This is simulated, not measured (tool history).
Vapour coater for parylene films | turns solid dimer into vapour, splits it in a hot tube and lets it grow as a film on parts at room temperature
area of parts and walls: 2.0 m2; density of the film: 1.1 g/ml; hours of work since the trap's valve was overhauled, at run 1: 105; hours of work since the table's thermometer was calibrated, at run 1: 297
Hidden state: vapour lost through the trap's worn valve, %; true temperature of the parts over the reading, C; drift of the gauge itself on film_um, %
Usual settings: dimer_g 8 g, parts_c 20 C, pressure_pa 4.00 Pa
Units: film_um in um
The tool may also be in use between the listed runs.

run     day  dimer_g  parts_c  pressure_pa  hours of work since the trap's valve was overhauled  hours of work since the table's thermometer was calibrated  film_um
  1   0.000        8       20         4.00                                                  105                                                         297     2.87
  2   0.542        8       20         4.00                                                  111                                                         304     2.87
  3   1.079        8       20         4.00                                                  117                                                         310     2.92
  4   1.483        9       20         4.00                                                  121                                                         314     3.24
  5   2.371        9       20         4.00                                                  131                                                         324     3.24
  6   2.950        9       20         4.00                                                  138                                                         331     3.20
  7   3.608        9       20         4.00                                                  145                                                         338     3.18
  8   4.133        9       20         4.00                                                  151                                                         344     3.18
  9   4.679       13       20         4.00                                                  158                                                         350     4.61
 10   5.250       13       20         4.00                                                  164                                                         357     4.59
 11   5.967        8       20         4.00                                                  172                                                         365     2.79
 12   6.446        8       20         4.00                                                  177                                                         370     2.78
 13   7.221        8       20         4.00                                                  186                                                         379     2.79
 14   7.688        8       20         4.00                                                  192                                                         384     2.83
 15   8.146        8       20         4.00                                                  197                                                         390     2.75
 16   9.050        9       20         4.00                                                  207                                                         400     3.12
      9.271  -- trap's valve overhauled
 17  10.046        7       19         4.35                                                    9                                                         409     2.40
 18  10.950        7       19         4.35                                                   19                                                         419     2.31
 19  11.488        3       20         6.48                                                   25                                                         425     0.93
     12.017  -- trap's valve overhauled, once more
 20  12.496       11       24         6.45                                                    5                                                         435     3.50
 21  13.121       11       24         6.45                                                   12                                                         442     3.55
 22  13.742        4       18         8.64                                                   19                                                         449     1.44
 23  14.262        5       15         2.22                                                   25                                                         455     2.15

Hidden state or all else? Some run-to-run changes of film_um, split into what the settings, what came in and random variation would give without the hidden state, and what is left for the hidden state (with any gauge scatter that isn't in both results):
Run 18 -> 19: dimer_g 7 -> 3, parts_c 19 -> 20, pressure_pa 4.35 -> 6.48. film_um -1.38 um: hidden state +0.16, all else -1.54.
Run 19 -> 20: dimer_g 3 -> 11, parts_c 20 -> 24, pressure_pa 6.48 -> 6.45, trap's valve overhauled, once more. film_um +2.57 um: hidden state +0.15, all else +2.42.
Run 21 -> 22: dimer_g 11 -> 4, parts_c 24 -> 18, pressure_pa 6.45 -> 8.64. film_um -2.11 um: hidden state -0.02, all else -2.09.
